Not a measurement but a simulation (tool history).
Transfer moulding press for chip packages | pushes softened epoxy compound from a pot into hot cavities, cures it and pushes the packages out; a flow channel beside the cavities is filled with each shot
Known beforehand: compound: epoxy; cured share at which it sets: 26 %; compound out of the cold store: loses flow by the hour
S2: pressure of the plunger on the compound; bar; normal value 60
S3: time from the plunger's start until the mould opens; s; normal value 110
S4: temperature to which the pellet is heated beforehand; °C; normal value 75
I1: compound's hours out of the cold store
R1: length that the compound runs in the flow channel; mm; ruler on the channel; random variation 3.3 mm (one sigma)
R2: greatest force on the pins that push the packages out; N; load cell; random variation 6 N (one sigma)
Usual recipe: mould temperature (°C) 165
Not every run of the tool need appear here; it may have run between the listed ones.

run 1 day=0 | mould_temperature_(°C)=165 S2=60 S3=110 S4=75 | I1=38.3 | R1=762 R2=426
-- day=0.317 cavities cleaned with cleaning compound and waxed
run 2 day=0.742 | mould_temperature_(°C)=165 S2=60 S3=110 S4=75 | I1=14.1 | R1=927 R2=312
run 3 day=1.304 | mould_temperature_(°C)=165 S2=60 S3=110 S4=75 | I1=18.1 | R1=889 R2=365
run 4 day=1.925 | mould_temperature_(°C)=165 S2=60 S3=110 S4=75 | I1=22 | R1=858 R2=382
run 5 day=2.454 | mould_temperature_(°C)=165 S2=60 S3=110 S4=75 | I1=9.6 | R1=953 R2=452
run 6 day=2.962 | mould_temperature_(°C)=165 S2=53.9 S3=110 S4=75 | I1=31.5 | R1=765 R2=419
run 7 day=3.612 | mould_temperature_(°C)=165 S2=53.9 S3=110 S4=75 | I1=33 | R1=750 R2=438
run 8 day=4.162 | mould_temperature_(°C)=165 S2=53.9 S3=110 S4=75 | I1=12.8 | R1=875 R2=474
-- day=4.342 cavities cleaned with cleaning compound and waxed
run 9 day=4.721 | mould_temperature_(°C)=165 S2=50.8 S3=110 S4=75 | I1=10.2 | R1=860 R2=311
run 10 day=5.092 | mould_temperature_(°C)=165 S2=50.8 S3=110 S4=75 | I1=31 | R1=730 R2=319
run 11 day=5.767 | mould_temperature_(°C)=165 S2=50.8 S3=110 S4=75 | I1=13.1 | R1=848 R2=395
run 12 day=6.171 | mould_temperature_(°C)=165 S2=60 S3=99 S4=75 | I1=36.4 | R1=766 R2=466
-- day=6.288 mould's thermocouples calibrated
run 13 day=6.742 | mould_temperature_(°C)=165 S2=60 S3=110 S4=75 | I1=18.1 | R1=871 R2=439
run 14 day=7.283 | mould_temperature_(°C)=165 S2=60 S3=110 S4=75 | I1=14.7 | R1=892 R2=458
run 15 day=7.642 | mould_temperature_(°C)=165 S2=60 S3=110 S4=75 | I1=10.2 | R1=934 R2=479
run 16 day=8.254 | mould_temperature_(°C)=165 S2=60 S3=110 S4=75 | I1=37.9 | R1=754 R2=457
-- day=8.458 cavities cleaned with cleaning compound and waxed
run 17 day=8.633 | mould_temperature_(°C)=164 S2=60 S3=110 S4=74 | I1=9.7 | R1=932 R2=294
-- day=9.221 plunger's sealing rings changed
run 18 day=9.229 | mould_temperature_(°C)=161 S2=48.9 S3=127 S4=67 | I1=23.6 | R1=820 R2=315
-- day=9.733 mould's thermocouples calibrated, once more
run 19 day=9.796 | mould_temperature_(°C)=161 S2=48.9 S3=127 S4=67 | I1=41.6 | R1=716 R2=368
run 20 day=10.125 | mould_temperature_(°C)=165 S2=60 S3=94 S4=75 | I1=21.8 | R1=895 R2=560
run 21 day=10.696 | mould_temperature_(°C)=165 S2=60 S3=131 S4=83 | I1=44.6 | R1=753 R2=332
run 22 day=11.183 | mould_temperature_(°C)=169 S2=58.5 S3=100 S4=83 | I1=44.5 | R1=726 R2=409
run 23 day=11.579 | mould_temperature_(°C)=165 S2=60 S3=96 S4=84 | I1=42 | R1=767 R2=553
run 24 day=12.171 | mould_temperature_(°C)=165 S2=60 S3=96 S4=84 | I1=13.9 | R1=937 R2=660
run 25 day=12.504 | mould_temperature_(°C)=169 S2=71 S3=110 S4=75 | I1=15.2 | R1=992 R2=379
-- day=12.667 cavities cleaned with cleaning compound and waxed
run 26 day=13.175 | mould_temperature_(°C)=165 S2=46.3 S3=147 S4=75 | I1=8.4 | R1=864 R2=234
run 27 day=13.804 | mould_temperature_(°C)=163 S2=65.3 S3=110 S4=72 | I1=32.4 | R1=864 R2=426
run 28 day=14.4 | mould_temperature_(°C)=161 S2=46.9 S3=137 S4=75 | I1=11.3 | R1=875 R2=392
run 29 day=14.721 | mould_temperature_(°C)=167 S2=51.1 S3=92 S4=67 | I1=31.7 | R1=751 R2=545

Table of differences, measured result less the result of that run with no hidden state. Run-to-run variation is the same in both. Gauge scatter possibly is not:
What the log doesn't record here: true mould temperature over the reading, C; pressure that reaches the compound, % of what is set; grip of the stained cavities, % over clean ones'; drift of the gauge itself on flow_mm, %; drift of the gauge itself on push_out_n, %.
run=1 R1=-26 R2=+216
run=2 R1=-34 R2=+67
run=3 R1=-33 R2=+123
run=4 R1=-34 R2=+159
run=5 R1=-39 R2=+204
run=6 R1=-33 R2=+199
run=7 R1=-34 R2=+216
run=8 R1=-40 R2=+239
run=9 R1=-40 R2=+57
run=10 R1=-35 R2=+93
run=11 R1=-42 R2=+155
run=12 R1=-39 R2=+198
run=13 R1=-47 R2=+201
run=14 R1=-48 R2=+219
run=15 R1=-51 R2=+230
run=16 R1=-42 R2=+225
run=17 R1=-53 R2=+26
run=18 R1=-4 R2=+84
run=19 R1=-2 R2=+140
run=20 R1=-3 R2=+234
run=21 R1=-3 R2=+149
run=22 R1=-4 R2=+193
run=23 R1=-5 R2=+271
run=24 R1=-8 R2=+332
run=25 R1=-9 R2=+195
run=26 R1=-10 R2=+63
run=27 R1=-11 R2=+163
run=28 R1=-12 R2=+167
run=29 R1=-11 R2=+247
